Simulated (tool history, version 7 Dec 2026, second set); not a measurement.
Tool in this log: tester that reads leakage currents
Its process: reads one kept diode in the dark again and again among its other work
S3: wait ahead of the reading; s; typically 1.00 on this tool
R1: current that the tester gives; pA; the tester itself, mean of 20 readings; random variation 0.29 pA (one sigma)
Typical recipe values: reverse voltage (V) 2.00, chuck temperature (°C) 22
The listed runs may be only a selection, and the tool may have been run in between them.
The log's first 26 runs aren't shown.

Run 27, hour 2121.8: usual settings but reverse voltage (V) 8.47, chuck temperature (°C) 24. Result: R1 198.37 pA.
Run 28, hour 2199.5: usual settings but reverse voltage (V) 17.85, chuck temperature (°C) 37, S3 8.90 s. Result: R1 625.45 pA.
Run 29, hour 2255.9: usual settings but reverse voltage (V) 11.10, chuck temperature (°C) 44, S3 1.99 s. Result: R1 861.08 pA.
Run 30, hour 2331.3: usual settings but reverse voltage (V) 11.10, chuck temperature (°C) 21, S3 1.99 s. Result: R1 178.26 pA.
Run 31, hour 2387.4: usual settings but reverse voltage (V) 5.10, S3 1.99 s. Result: R1 148.36 pA.
Run 32, hour 2464.7: usual settings but reverse voltage (V) 5.73, chuck temperature (°C) 54, S3 5.63 s. Result: R1 1339.70 pA.
Run 33, hour 2536.6: usual settings but reverse voltage (V) 3.75, chuck temperature (°C) 32, S3 6.16 s. Result: R1 279.28 pA.
Run 34, hour 2582.3: usual settings but reverse voltage (V) 1.79, chuck temperature (°C) 49, S3 8.43 s. Result: R1 694.32 pA.
At hour 2600.5: chuck's temperature calibrated.
Run 35, hour 2658.3: usual settings but reverse voltage (V) 7.51, chuck temperature (°C) 30, S3 2.36 s. Result: R1 261.75 pA.
Run 36, hour 2757.1: usual settings but chuck temperature (°C) 24, S3 1.93 s. Result: R1 112.29 pA.
Run 37, hour 2854.7: usual settings but reverse voltage (V) 5.69, S3 0.33 s. Result: R1 140.67 pA.
Run 38, hour 2949.4: usual settings but reverse voltage (V) 1.05, chuck temperature (°C) 43, S3 8.83 s. Result: R1 356.47 pA.
Run 39, hour 3041.9: usual settings but reverse voltage (V) 1.05, chuck temperature (°C) 23, S3 1.84 s. Result: R1 87.07 pA.
Run 40, hour 3096.6: usual settings but reverse voltage (V) 7.94, S3 0.38 s. Result: R1 161.81 pA.
At hour 3135.3: probe card cleaned and baked.
Run 41, hour 3170.6: usual settings but reverse voltage (V) 13.19, chuck temperature (°C) 26, S3 1.93 s. Result: R1 236.38 pA.

Alternative continuations, all from the tool just after run 41; predict every row:
Run A, hour 3258.0: usual settings but reverse voltage (V) 7.23, chuck temperature (°C) 26, S3 1.93 s. Result: R1 ?.
Run B, hour 3258.0: usual settings but reverse voltage (V) 1.65, chuck temperature (°C) 38, S3 0.46 s. Result: R1 ?.
Run C, hour 3258.0: usual settings but reverse voltage (V) 4.17. Result: R1 ?.

run      R1
  A  198.53
  B  298.73
  C  125.36
Had the tool no hidden state, the same runs would have come out as:
run      R1
  A  186.97
  B  283.00
  C  117.90
